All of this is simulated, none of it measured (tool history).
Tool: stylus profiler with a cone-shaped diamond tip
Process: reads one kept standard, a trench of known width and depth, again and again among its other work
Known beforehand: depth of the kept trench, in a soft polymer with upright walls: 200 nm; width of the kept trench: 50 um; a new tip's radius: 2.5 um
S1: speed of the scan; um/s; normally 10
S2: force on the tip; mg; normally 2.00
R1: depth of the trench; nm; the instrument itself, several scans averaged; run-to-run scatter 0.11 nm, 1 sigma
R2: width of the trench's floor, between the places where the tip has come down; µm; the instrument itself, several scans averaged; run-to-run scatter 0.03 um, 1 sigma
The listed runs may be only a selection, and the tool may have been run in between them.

run 1 hour=0.0 | S1=10 S2=2.00 | R1=201.41 R2=47.92
run 2 hour=78.3 | S1=10 S2=2.00 | R1=201.26 R2=47.96
run 3 hour=155.1 | S1=10 S2=2.00 | R1=201.38 R2=47.97
run 4 hour=211.1 | S1=10 S2=2.00 | R1=201.44 R2=48.00
run 5 hour=274.2 | S1=2 S2=2.00 | R1=201.47 R2=47.96
run 6 hour=349.4 | S1=2 S2=2.00 | R1=201.26 R2=48.01
run 7 hour=420.3 | S1=10 S2=2.00 | R1=201.49 R2=47.95
run 8 hour=477.8 | S1=10 S2=2.00 | R1=201.22 R2=47.96
run 9 hour=522.2 | S1=10 S2=2.00 | R1=201.49 R2=47.98
run 10 hour=562.5 | S1=10 S2=2.00 | R1=201.29 R2=48.00
run 11 hour=628.5 | S1=23 S2=2.00 | R1=201.39 R2=47.88
run 12 hour=707.6 | S1=23 S2=2.00 | R1=201.50 R2=47.89
run 13 hour=786.0 | S1=23 S2=2.00 | R1=201.39 R2=47.83
run 14 hour=836.5 | S1=10 S2=0.75 | R1=201.04 R2=47.90
run 15 hour=890.0 | S1=23 S2=0.75 | R1=200.80 R2=47.86
run 16 hour=956.7 | S1=32 S2=0.71 | R1=200.70 R2=47.75
run 17 hour=1028.7 | S1=32 S2=3.15 | R1=201.81 R2=47.88
run 18 hour=1112.5 | S1=4 S2=0.80 | R1=200.71 R2=47.97
run 19 hour=1195.3 | S1=4 S2=2.82 | R1=201.69 R2=48.00
run 20 hour=1254.0 | S1=6 S2=1.54 | R1=201.21 R2=47.99
run 21 hour=1322.8 | S1=10 S2=0.95 | R1=200.83 R2=47.93
run 22 hour=1406.3 | S1=10 S2=0.95 | R1=200.87 R2=47.94
run 23 hour=1445.8 | S1=2 S2=2.63 | R1=201.54 R2=48.00
run 24 hour=1492.9 | S1=2 S2=2.63 | R1=201.85 R2=48.00
run 25 hour=1532.0 | S1=2 S2=2.63 | R1=201.64 R2=48.01
run 26 hour=1607.3 | S1=2 S2=2.63 | R1=201.54 R2=47.99
run 27 hour=1677.4 | S1=32 S2=1.14 | R1=200.92 R2=47.79
run 28 hour=1759.5 | S1=32 S2=1.14 | R1=200.97 R2=47.76
run 29 hour=1813.0 | S1=2 S2=4.89 | R1=202.62 R2=47.97

What if the next run were any one of these 5? Each begins from the tool's condition after run 29:
run A hour=1887.9 | S1=16 S2=4.89 | R1=? R2=?
run B hour=1887.9 | S1=30 S2=2.46 | R1=? R2=?
run C hour=1887.9 | S1=10 S2=1.99 | R1=? R2=?
run D hour=1887.9 | S1=3 S2=0.81 | R1=? R2=?
run E hour=1887.9 | S1=21 S2=5.53 | R1=? R2=?

run=A R1=202.61 R2=48.00
run=B R1=201.38 R2=47.82
run=C R1=201.37 R2=47.94
run=D R1=200.80 R2=48.00
run=E R1=202.68 R2=47.87
With no hidden state in the tool, these same runs would have given:
run=A R1=202.60 R2=48.02
run=B R1=201.37 R2=47.84
run=C R1=201.35 R2=47.96
run=D R1=200.78 R2=48.02
run=E R1=202.66 R2=47.89
